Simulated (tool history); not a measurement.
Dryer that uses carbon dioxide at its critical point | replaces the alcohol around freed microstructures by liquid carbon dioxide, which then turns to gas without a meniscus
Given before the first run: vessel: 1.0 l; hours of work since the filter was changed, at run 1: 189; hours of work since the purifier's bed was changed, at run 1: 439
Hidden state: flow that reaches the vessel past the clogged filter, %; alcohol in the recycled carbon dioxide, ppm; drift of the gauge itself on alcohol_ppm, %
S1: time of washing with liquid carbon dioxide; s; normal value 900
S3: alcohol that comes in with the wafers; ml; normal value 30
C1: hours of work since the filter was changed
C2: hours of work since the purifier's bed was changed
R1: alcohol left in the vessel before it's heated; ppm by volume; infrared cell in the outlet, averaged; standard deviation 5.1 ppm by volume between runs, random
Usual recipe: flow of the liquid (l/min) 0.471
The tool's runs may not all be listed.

Run 1, hour 0.0: usual settings; C1 189; C2 439. Result: R1 130 ppm by volume.
Run 2, hour 33.5: usual settings; C1 204; C2 454. Result: R1 131 ppm by volume.
Run 3, hour 57.7: usual settings; C1 214; C2 464. Result: R1 140 ppm by volume.
Run 4, hour 83.5: usual settings; C1 225; C2 475. Result: R1 144 ppm by volume.
Run 5, hour 97.5: usual settings; C1 231; C2 481. Result: R1 148 ppm by volume.
Run 6, hour 131.1: usual settings; C1 246; C2 496. Result: R1 143 ppm by volume.
Run 7, hour 161.6: usual settings; C1 259; C2 509. Result: R1 161 ppm by volume.
Run 8, hour 195.0: usual settings; C1 273; C2 523. Result: R1 150 ppm by volume.
Run 9, hour 213.1: usual settings; C1 281; C2 531. Result: R1 169 ppm by volume.
Run 10, hour 244.3: usual settings; C1 294; C2 544. Result: R1 165 ppm by volume.
Run 11, hour 258.9: usual settings but S3 83 ml; C1 301; C2 551. Result: R1 352 ppm by volume.
Run 12, hour 273.0: usual settings but S3 83 ml; C1 307; C2 557. Result: R1 368 ppm by volume.
Run 13, hour 299.3: usual settings; C1 318; C2 568. Result: R1 163 ppm by volume.
Run 14, hour 324.6: usual settings; C1 329; C2 579. Result: R1 176 ppm by volume.
Run 15, hour 343.2: usual settings; C1 337; C2 587. Result: R1 172 ppm by volume.
Run 16, hour 377.6: usual settings but S3 70 ml; C1 352; C2 602. Result: R1 336 ppm by volume.
Run 17, hour 404.8: usual settings but S3 70 ml; C1 364; C2 614. Result: R1 350 ppm by volume.
Run 18, hour 419.3: usual settings but S3 118 ml; C1 370; C2 620. Result: R1 566 ppm by volume.
Run 19, hour 440.6: usual settings; C1 379; C2 629. Result: R1 187 ppm by volume.
Run 20, hour 474.2: usual settings; C1 393; C2 644. Result: R1 197 ppm by volume.
Run 21, hour 501.3: usual settings; C1 405; C2 655. Result: R1 187 ppm by volume.
Run 22, hour 533.4: usual settings; C1 419; C2 669. Result: R1 187 ppm by volume.
Run 23, hour 561.4: usual settings; C1 431; C2 681. Result: R1 206 ppm by volume.
Run 24, hour 596.0: usual settings but S1 840 s, flow of the liquid (l/min) 0.284, S3 86 ml; C1 446; C2 696. Result: R1 4894 ppm by volume.
Run 25, hour 612.4: usual settings but S1 840 s, flow of the liquid (l/min) 0.284, S3 51 ml; C1 453; C2 703. Result: R1 3069 ppm by volume.
Run 26, hour 628.4: usual settings but S1 840 s, flow of the liquid (l/min) 0.284, S3 51 ml; C1 460; C2 710. Result: R1 3021 ppm by volume.
Run 27, hour 648.8: usual settings but S1 540 s, flow of the liquid (l/min) 0.407, S3 39 ml; C1 469; C2 719. Result: R1 2650 ppm by volume.
Run 28, hour 682.0: usual settings but S1 1380 s, flow of the liquid (l/min) 0.357, S3 21 ml; C1 483; C2 733. Result: R1 125 ppm by volume.
Run 29, hour 705.3: usual settings but S1 720 s, flow of the liquid (l/min) 0.498, S3 33 ml; C1 493; C2 743. Result: R1 454 ppm by volume.
Run 30, hour 722.6: usual settings but flow of the liquid (l/min) 0.419, S3 26 ml; C1 501; C2 751. Result: R1 334 ppm by volume.
Run 31, hour 742.5: usual settings but S1 1440 s, flow of the liquid (l/min) 0.309, S3 71 ml; C1 509; C2 759. Result: R1 431 ppm by volume.
Run 32, hour 764.6: usual settings but S1 960 s, flow of the liquid (l/min) 0.309, S3 31 ml; C1 519; C2 769. Result: R1 996 ppm by volume.
Run 33, hour 785.8: usual settings but S1 960 s, flow of the liquid (l/min) 0.445, S3 44 ml; C1 528; C2 778. Result: R1 320 ppm by volume.
Run 34, hour 819.4: usual settings but S1 960 s, flow of the liquid (l/min) 0.445, S3 44 ml; C1 542; C2 792. Result: R1 327 ppm by volume.
Run 35, hour 833.7: usual settings but S1 600 s, flow of the liquid (l/min) 0.293, S3 44 ml; C1 548; C2 798. Result: R1 5811 ppm by volume.
Run 36, hour 848.4: usual settings but S1 1080 s, flow of the liquid (l/min) 0.329, S3 82 ml; C1 555; C2 805. Result: R1 1320 ppm by volume.
Run 37, hour 870.8: usual settings but S1 1080 s, flow of the liquid (l/min) 0.725, S3 38 ml; C1 564; C2 814. Result: R1 75 ppm by volume.
At hour 881.7: inlet filter changed.
Run 38, hour 895.7: usual settings but S1 960 s, S3 55 ml; C1 6; C2 825. Result: R1 146 ppm by volume.
Run 39, hour 923.3: usual settings but S1 720 s, flow of the liquid (l/min) 0.480, S3 52 ml; C1 18; C2 837. Result: R1 445 ppm by volume.
Run 40, hour 953.4: usual settings but flow of the liquid (l/min) 0.323, S3 22 ml; C1 31; C2 850. Result: R1 451 ppm by volume.
Run 41, hour 974.3: usual settings but S1 1140 s, flow of the liquid (l/min) 0.358, S3 21 ml; C1 40; C2 859. Result: R1 137 ppm by volume.
Run 42, hour 993.8: usual settings but S1 1140 s, flow of the liquid (l/min) 0.358, S3 21 ml; C1 48; C2 867. Result: R1 143 ppm by volume.
Run 43, hour 1021.6: usual settings but flow of the liquid (l/min) 0.441, S3 82 ml; C1 60; C2 879. Result: R1 382 ppm by volume.
Run 44, hour 1055.2: usual settings but S1 720 s, flow of the liquid (l/min) 0.577, S3 82 ml; C1 75; C2 893. Result: R1 304 ppm by volume.
Run 45, hour 1077.6: usual settings but S1 1080 s, flow of the liquid (l/min) 0.416, S3 34 ml; C1 84; C2 903. Result: R1 143 ppm by volume.
Run 46, hour 1100.9: usual settings but S1 1080 s, flow of the liquid (l/min) 0.499, S3 34 ml; C1 94; C2 913. Result: R1 93 ppm by volume.

Here are 5 independent what-if runs from the current tool condition. What would each one return?
Run A, hour 1122.5: usual settings but S1 720 s, flow of the liquid (l/min) 0.425, S3 66 ml; C1 104; C2 922. Result: R1 ?.
Run B, hour 1122.5: usual settings but S1 1320 s, flow of the liquid (l/min) 0.499, S3 34 ml; C1 104; C2 922. Result: R1 ?.
Run C, hour 1122.5: usual settings but S1 840 s, flow of the liquid (l/min) 0.530, S3 34 ml; C1 104; C2 922. Result: R1 ?.
Run D, hour 1122.5: usual settings but S1 960 s, S3 46 ml; C1 104; C2 922. Result: R1 ?.
Run E, hour 1122.5: usual settings but S1 840 s, flow of the liquid (l/min) 0.645, S3 34 ml; C1 104; C2 922. Result: R1 ?.

run    R1
  A  1008
  B    76
  C   156
  D   174
  E   102
What these runs would have given with no unlogged condition in the tool:
run   R1
  A  796
  B    0
  C   67
  D   81
  E   21
